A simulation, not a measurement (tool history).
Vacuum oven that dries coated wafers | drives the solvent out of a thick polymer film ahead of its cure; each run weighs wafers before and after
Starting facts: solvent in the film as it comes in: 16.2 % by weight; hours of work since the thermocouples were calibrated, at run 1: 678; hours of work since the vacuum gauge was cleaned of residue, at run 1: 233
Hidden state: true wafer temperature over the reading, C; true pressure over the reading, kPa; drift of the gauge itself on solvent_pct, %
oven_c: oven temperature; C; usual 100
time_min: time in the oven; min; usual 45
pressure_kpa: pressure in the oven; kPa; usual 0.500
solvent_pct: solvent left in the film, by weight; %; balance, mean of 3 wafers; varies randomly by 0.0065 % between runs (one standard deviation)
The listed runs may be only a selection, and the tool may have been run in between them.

run	hour	oven_c	time_min	pressure_kpa	hours of work since the thermocouples were calibrated	hours of work since the vacuum gauge was cleaned of residue	solvent_pct
1	0.0	100	45	0.500	678	233	2.525
2	25.4	100	45	0.500	693	248	2.527
3	49.2	100	25	0.500	708	262	5.153
4	60.4	100	25	0.500	714	269	5.180
5	81.4	100	25	0.500	727	282	5.155
6	99.6	100	25	0.500	738	293	5.157
7	123.5	100	25	0.500	752	307	5.175
8	140.3	100	25	0.500	762	317	5.174
9	151.4	100	25	0.500	769	324	5.167
10	170.3	100	45	0.500	780	335	2.522
11	183.2	100	45	0.500	788	343	2.524
12	194.1	100	45	0.500	794	349	2.522
13	217.5	100	45	0.500	808	363	2.528
14	235.0	100	45	0.500	819	374	2.518
15	253.6	100	31	0.500	830	385	4.147
16	270.0	100	31	0.462	840	395	4.137
17	289.0	100	45	0.704	851	406	2.604
18	312.6	100	45	0.704	865	420	2.626
19	325.7	100	45	0.704	873	428	2.610
20	338.4	100	45	0.920	881	436	2.702
21	350.4	100	29	0.500	888	443	4.470
22	362.5	100	29	0.500	895	450	4.460
23	386.4	100	29	0.500	910	465	4.464
24	399.7	100	29	0.500	918	473	4.459
25	415.0	100	29	0.500	927	482	4.464
26	435.4	111	45	1.817	939	494	1.132
27	450.5	86	40	0.327	948	503	6.892
28	461.4	87	41	0.878	955	510	6.787
29	482.5	87	41	0.878	967	522	6.805
30	506.8	93	45	1.677	982	537	4.996
31	524.1	93	45	1.677	992	547	4.979
32	542.8	93	23	1.677	1003	558	7.909
33	563.0	100	45	0.518	1015	570	2.532
34	588.2	100	22	0.988	1031	585	5.924
35	608.2	100	60	1.014	1043	598	1.766
36	622.6	102	79	0.369	1051	606	0.596
# hour 629.5: oven's thermocouples calibrated
37	645.7	97	69	1.519	10	619	2.199
38	658.1	97	69	1.519	17	626	2.202
39	672.0	97	69	1.519	25	635	2.194
40	690.2	97	69	1.519	36	645	2.197
41	704.6	97	69	1.519	45	654	2.192
42	725.1	97	69	1.519	57	666	2.204
43	746.3	94	69	0.817	70	679	2.473
44	767.4	100	27	0.343	83	692	4.745
45	790.7	100	27	0.343	97	706	4.748
46	816.2	89	52	0.500	112	721	4.898
47	829.5	89	52	0.500	120	729	4.886

Branching from run 47: 3 alternative next runs. What would each branch give?
A	845.7	110	52	1.732	130	739	?
B	845.7	107	29	0.500	130	739	?
C	845.7	89	54	0.279	130	739	?

run	solvent_pct
A	0.992
B	2.650
C	4.593
With the hidden condition removed and each run's random variation left untouched, the same runs would have given:
run	solvent_pct
A	0.991
B	2.649
C	4.592
